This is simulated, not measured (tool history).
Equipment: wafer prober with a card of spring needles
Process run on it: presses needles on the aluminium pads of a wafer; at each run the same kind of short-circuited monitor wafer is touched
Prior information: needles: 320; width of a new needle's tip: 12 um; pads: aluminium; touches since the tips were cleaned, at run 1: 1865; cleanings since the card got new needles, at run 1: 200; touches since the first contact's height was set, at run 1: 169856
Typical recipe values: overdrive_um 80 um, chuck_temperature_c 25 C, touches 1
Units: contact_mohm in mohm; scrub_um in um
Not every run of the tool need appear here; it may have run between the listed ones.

run    hour  overdrive_um  chuck_temperature_c  touches  touches since the tips were cleaned  cleanings since the card got new needles  touches since the first contact's height was set  contact_mohm  scrub_um
  1       0            80                   25        1                                 1865                                       200                                            169856           283      21.5
        9.1  -- tips cleaned on abrasive film
        9.4  -- height of the first contact set anew
       24.6  -- tips cleaned on abrasive film
       39.8  -- tips cleaned on abrasive film
  2    49.8            80                   25        1                                 5401                                       203                                             21554           323     21.69
         53  -- tips cleaned on abrasive film
       68.1  -- tips cleaned on abrasive film
       83.3  -- tips cleaned on abrasive film
       97.2  -- tips cleaned on abrasive film
  3    97.2            80                   25        1                                    0                                       207                                             46713           237     21.57
      112.3  -- tips cleaned on abrasive film
      127.5  -- tips cleaned on abrasive film
      142.7  -- tips cleaned on abrasive film
      157.8  -- tips cleaned on abrasive film
  4   169.1            84                   25        1                                 6028                                       211                                             85047           328     22.75
      172.2  -- tips cleaned on abrasive film
      184.3  -- tips cleaned on abrasive film
      199.5  -- tips cleaned on abrasive film
      214.7  -- tips cleaned on abrasive film
      229.8  -- tips cleaned on abrasive film
      244.8  -- tips cleaned on abrasive film
  5   244.8            84                   25        1                                    0                                       217                                            125316           239     22.72
      259.9  -- tips cleaned on abrasive film
      275.1  -- tips cleaned on abrasive film
      290.3  -- tips cleaned on abrasive film
      305.4  -- tips cleaned on abrasive film
      320.6  -- tips cleaned on abrasive film
  6   322.7            84                   25        1                                 1144                                       222                                            166843           268     22.71
      334.9  -- tips cleaned on abrasive film
      338.2  -- height of the first contact set anew
      350.4  -- tips cleaned on abrasive film
      362.5  -- tips cleaned on abrasive film
      376.3  -- tips cleaned on abrasive film
  7   376.3            84                   67        1                                    0                                       226                                             20265           249     22.92
      391.5  -- tips cleaned on abrasive film
      406.6  -- tips cleaned on abrasive film
      418.8  -- tips cleaned on abrasive film
      433.9  -- tips cleaned on abrasive film
      449.1  -- tips cleaned on abrasive film
  8   449.4            75                   25        1                                  168                                       231                                             59201           242     20.28
      461.6  -- tips cleaned on abrasive film
      473.7  -- tips cleaned on abrasive film
      488.9  -- tips cleaned on abrasive film
      501.1  -- tips cleaned on abrasive film
      516.2  -- tips cleaned on abrasive film
  9   525.1            75                   25        2                                 4781                                       236                                             99525           300     20.32
      531.3  -- tips cleaned on abrasive film
      546.4  -- tips cleaned on abrasive film
      561.6  -- tips cleaned on abrasive film
      576.8  -- tips cleaned on abrasive film
      591.9  -- tips cleaned on abrasive film
 10   601.2            75                   25        2                                 4992                                       241                                            140053           299      20.2
      604.3  -- tips cleaned on abrasive film
      616.5  -- tips cleaned on abrasive film
      631.7  -- tips cleaned on abrasive film
      646.8  -- tips cleaned on abrasive film
        662  -- tips cleaned on abrasive film
      665.2  -- height of the first contact set anew
 11   665.2            97                   25        1                                 1564                                       246                                                 0           265     26.48
      677.3  -- tips cleaned on abrasive film
      692.5  -- tips cleaned on abrasive film
      704.7  -- tips cleaned on abrasive film
      719.8  -- tips cleaned on abrasive film
 12   727.7            97                   25        1                                 4194                                       250                                             33270           297     26.36
      733.8  -- tips cleaned on abrasive film
      748.9  -- tips cleaned on abrasive film
      764.1  -- tips cleaned on abrasive film
      779.3  -- tips cleaned on abrasive film
 13   780.4            80                   25        1                                  609                                       254                                             61339           263     21.71
      792.6  -- tips cleaned on abrasive film
      807.7  -- tips cleaned on abrasive film
      822.7  -- tips cleaned on abrasive film
 14   822.7            67                   25        1                                    0                                       257                                             83869           243      18.1
      837.9  -- tips cleaned on abrasive film
      853.1  -- tips cleaned on abrasive film
 15   863.4            70                   25        3                                 5567                                       259                                            105588           287     18.98
      866.6  -- tips cleaned on abrasive film
      881.7  -- tips cleaned on abrasive film
      896.9  -- tips cleaned on abrasive film
 16   905.6            80                   25        3                                 4699                                       262                                            128056           265     21.57
      911.8  -- tips cleaned on abrasive film
      926.9  -- tips cleaned on abrasive film
      942.1  -- tips cleaned on abrasive film
      957.3  -- tips cleaned on abrasive film
      972.4  -- tips cleaned on abrasive film
 17   983.6            80                   25        3                                 5967                                       267                                            169559           273     21.42
      986.7  -- tips cleaned on abrasive film
        993  -- height of the first contact set anew
     1002.1  -- tips cleaned on abrasive film
     1017.3  -- tips cleaned on abrasive film
 18  1024.5            80                   25        3                                 3873                                       270                                             16795           268     21.72
     1030.6  -- tips cleaned on abrasive film
     1042.8  -- tips cleaned on abrasive film
       1058  -- tips cleaned on abrasive film
     1073.1  -- tips cleaned on abrasive film
 19  1083.9            62                  115        2                                 5796                                       274                                             48435           355     16.86
     1087.1  -- tips cleaned on abrasive film
     1099.2  -- tips cleaned on abrasive film
     1114.4  -- tips cleaned on abrasive film
     1129.5  -- tips cleaned on abrasive film
 20  1134.6            61                   25        1                                 2721                                       278                                             75386           361     16.46
     1143.7  -- tips cleaned on abrasive film
     1158.9  -- tips cleaned on abrasive film
     1171.8  -- tips cleaned on abrasive film
 21  1171.8            61                   25        1                                    0                                       281                                             95190           256     16.47
       1184  -- tips cleaned on abrasive film
     1196.2  -- tips cleaned on abrasive film
     1211.3  -- tips cleaned on abrasive film
     1226.5  -- tips cleaned on abrasive film
 22    1232            61                   82        2                                 2936                                       285                                            127203           328     16.36
     1241.1  -- tips cleaned on abrasive film
     1256.3  -- tips cleaned on abrasive film
     1271.4  -- tips cleaned on abrasive film
     1286.6  -- tips cleaned on abrasive film
 23  1295.9            60                   35        1                                 4991                                       289                                            161270           421     16.08
       1299  -- tips cleaned on abrasive film
     1311.2  -- tips cleaned on abrasive film
     1320.5  -- height of the first contact set anew
     1326.6  -- tips cleaned on abrasive film
     1341.8  -- tips cleaned on abrasive film
     1356.9  -- tips cleaned on abrasive film
 24  1357.4            88                   35        3                                  237                                       294                                             19621           242     23.88
     1369.5  -- tips cleaned on abrasive film
     1381.7  -- tips cleaned on abrasive film
     1394.3  -- tips cleaned on abrasive film
 25  1394.3            71                  110        3                                    0                                       297                                             39234           260     19.22

Branching from run 25: 5 alternative next runs. What would each branch give?
     1406.4  -- tips cleaned on abrasive film
     1418.6  -- tips cleaned on abrasive film
     1433.7  -- tips cleaned on abrasive film
  A  1439.7            71                   47        3                                 3206                                       300                                             63441             ?         ?
     1406.4  -- tips cleaned on abrasive film
     1418.6  -- tips cleaned on abrasive film
     1433.7  -- tips cleaned on abrasive film
  B  1439.7            82                   27        3                                 3206                                       300                                             63441             ?         ?
     1406.4  -- tips cleaned on abrasive film
     1418.6  -- tips cleaned on abrasive film
     1433.7  -- tips cleaned on abrasive film
  C  1439.7            71                   81        1                                 3206                                       300                                             63441             ?         ?
     1406.4  -- tips cleaned on abrasive film
     1418.6  -- tips cleaned on abrasive film
     1433.7  -- tips cleaned on abrasive film
  D  1439.7            75                   39        1                                 3206                                       300                                             63441             ?         ?
     1406.4  -- tips cleaned on abrasive film
     1418.6  -- tips cleaned on abrasive film
     1433.7  -- tips cleaned on abrasive film
  E  1439.7            80                   25        2                                 3206                                       300                                             63441             ?         ?

run  contact_mohm  scrub_um
  A           274     19.19
  B           263     22.15
  C           348     19.25
  D           332     20.31
  E           288     21.69
Take away the tool's hidden state, keep each run's random variation, and the runs would have read:
run  contact_mohm  scrub_um
  A           234     19.32
  B           231     22.27
  C           246     19.37
  D           233     20.43
  E           233     21.81

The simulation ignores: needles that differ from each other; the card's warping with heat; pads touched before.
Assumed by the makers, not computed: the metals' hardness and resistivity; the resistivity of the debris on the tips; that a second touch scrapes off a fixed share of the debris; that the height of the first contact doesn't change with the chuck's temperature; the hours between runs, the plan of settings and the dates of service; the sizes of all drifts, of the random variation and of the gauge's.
